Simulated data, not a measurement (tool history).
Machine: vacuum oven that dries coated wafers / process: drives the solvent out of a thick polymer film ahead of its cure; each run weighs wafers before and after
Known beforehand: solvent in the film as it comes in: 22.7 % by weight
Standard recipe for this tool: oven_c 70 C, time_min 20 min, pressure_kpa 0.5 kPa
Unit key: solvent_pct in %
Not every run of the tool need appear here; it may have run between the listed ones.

run,hour,oven_c,time_min,pressure_kpa,solvent_pct
1,0,70,20,0.5,2.94
2,25.9,70,19,0.5,3.09
3,52.3,70,19,0.5,3.08
4,108.5,81,20,0.5,0.56
5,166,81,20,0.5,0.46
6,199.7,70,20,0.5,2.81
7,244.4,70,20,0.5,2.7
8,292.3,70,20,0.5,2.74
9,338.2,70,20,0.5,2.61
10,392.3,70,20,0.5,2.83
11,420.5,70,20,0.5,2.71
12,480.5,70,20,0.5,2.64
13,532,70,20,0.5,2.5
14,563.3,70,20,0.5,2.56
15,598.4,70,11,0.5,6.02
# hour 604.7: vacuum gauge cleaned of residue and calibrated
16,654.5,70,20,1.301,3.06
17,696.5,70,20,1.301,2.86
18,757.4,65,19,0.93,5.32
19,795.1,75,20,0.5,1.21
# hour 806.8: vacuum gauge cleaned of residue and calibrated, once more
20,833.3,75,20,0.5,0.98
21,868.5,75,20,0.5,1
22,913.4,57,13,0.352,10.93
23,963.1,70,12,0.8,5.3
24,997.8,64,21,0.356,4.43
# hour 1008.5: oven's thermocouples calibrated
25,1054.2,67,11,0.254,7.92
26,1115.7,57,31,0.639,6.67
27,1167.2,70,35,0.892,1
28,1211.5,70,17,1.994,4.35
29,1253.3,69,23,0.277,2.29
30,1287.2,69,23,0.277,2.4
31,1339.3,69,23,0.277,2.29
32,1387.6,62,18,1.962,7.88

Below are 4 alternative next runs, each starting from the tool's condition after run 32. Predict each:
A,1436.9,75,18,1.962,?
B,1436.9,75,25,1.962,?
C,1436.9,70,22,0.259,?
D,1436.9,70,15,0.5,?

run,solvent_pct
A,2.06
B,1.18
C,2.07
D,4.3
Had the tool no hidden state, the same runs would have come out as:
run,solvent_pct
A,2.15
B,1.22
C,2.19
D,4.47
